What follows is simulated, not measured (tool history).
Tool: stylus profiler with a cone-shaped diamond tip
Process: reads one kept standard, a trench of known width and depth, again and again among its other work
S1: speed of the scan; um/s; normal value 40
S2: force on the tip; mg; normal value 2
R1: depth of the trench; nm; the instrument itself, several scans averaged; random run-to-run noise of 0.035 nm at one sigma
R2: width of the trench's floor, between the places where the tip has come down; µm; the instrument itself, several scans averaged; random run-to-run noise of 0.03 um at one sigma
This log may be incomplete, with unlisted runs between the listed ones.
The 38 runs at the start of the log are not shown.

run    hour  S1    S2      R1     R2
 39  1130.4  36  0.74  201.67  97.56
 40  1168.3  12  5.79  206.11  97.72
 41  1210.9  22  3.93  204.79  97.71
 42  1246.7  21  2.07  203.16  97.67
 43  1282.7  86   2.6  203.74  97.38
 44    1309  86   2.6  203.76  97.34
 45  1332.2  86   2.6   203.7  97.34
 46  1361.4  86   2.6   203.7  97.33
 47  1404.5  15  2.51  203.68  97.55

4 options for the next run, each taken on its own from the tool as it stands now. Forecast them:
  A  1433.6   50  0.75   ?   ?
  B  1433.6   84  2.04   ?   ?
  C  1433.6  136  2.51   ?   ?
  D  1433.6  121  4.43   ?   ?

run      R1     R2
  A  201.77  97.28
  B  203.19  97.27
  C  203.69  97.14
  D  205.17   97.3
Had the tool no hidden state, the same runs would have come out as:
run      R1     R2
  A  201.47  97.91
  B  202.88  97.91
  C  203.39  97.78
  D  204.87  97.94
